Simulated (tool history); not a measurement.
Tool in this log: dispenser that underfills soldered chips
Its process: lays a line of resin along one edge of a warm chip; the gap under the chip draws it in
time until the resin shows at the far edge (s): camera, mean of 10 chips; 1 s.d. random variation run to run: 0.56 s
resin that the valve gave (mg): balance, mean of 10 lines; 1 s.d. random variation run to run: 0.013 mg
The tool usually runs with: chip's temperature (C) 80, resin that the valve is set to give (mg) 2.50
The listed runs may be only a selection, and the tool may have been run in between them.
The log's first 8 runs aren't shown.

run	hour	chip's temperature (C)	resin that the valve is set to give (mg)	time until the resin shows at the far edge (s)	resin that the valve gave (mg)
9	100.7	80	2.50	62.5	2.47
# hour 104.9: new syringe of resin
10	116.2	93	2.50	36.5	2.44
# hour 123.4: new syringe of resin
11	129.4	93	2.50	32.8	2.43
# hour 141.8: new syringe of resin
12	142.5	93	2.50	28.3	2.42
13	157.2	93	2.50	40.5	2.42
# hour 159.8: new syringe of resin
14	166.3	93	2.50	33.0	2.41
# hour 174.4: dispensing valve cleaned and set on the balance
# hour 178.8: new syringe of resin
15	183.1	93	2.50	30.3	2.48
# hour 197.0: new syringe of resin
16	198.7	93	2.50	28.9	2.47
17	212.0	93	2.50	39.0	2.45
# hour 215.2: new syringe of resin
18	226.2	74	2.60	72.4	2.52
# hour 232.9: new syringe of resin
19	242.3	74	2.60	67.7	2.51
# hour 251.0: new syringe of resin
20	258.3	94	2.25	31.8	2.13
# hour 262.9: stage's temperature calibrated
# hour 269.0: dispensing valve cleaned and set on the balance
21	270.3	88	2.25	54.4	2.25
# hour 272.0: new syringe of resin
22	287.1	88	2.25	50.2	2.24
# hour 290.9: new syringe of resin
23	296.1	88	2.25	40.3	2.21
24	305.3	74	2.12	82.3	2.08
# hour 309.8: new syringe of resin
25	314.5	82	2.91	46.8	2.86
26	326.8	79	2.50	70.7	2.43

Run 27 has not been measured yet. What should we expect?
# hour 328.1: new syringe of resin
27	342.4	88	2.62	?	?

{"run 27": {"time until the resin shows at the far edge (s)": 48.4, "resin that the valve gave (mg)": 2.51}}
Minus the tool's unlogged condition, the same run would have read time until the resin shows at the far edge (s) 35.0, resin that the valve gave (mg) 2.62.

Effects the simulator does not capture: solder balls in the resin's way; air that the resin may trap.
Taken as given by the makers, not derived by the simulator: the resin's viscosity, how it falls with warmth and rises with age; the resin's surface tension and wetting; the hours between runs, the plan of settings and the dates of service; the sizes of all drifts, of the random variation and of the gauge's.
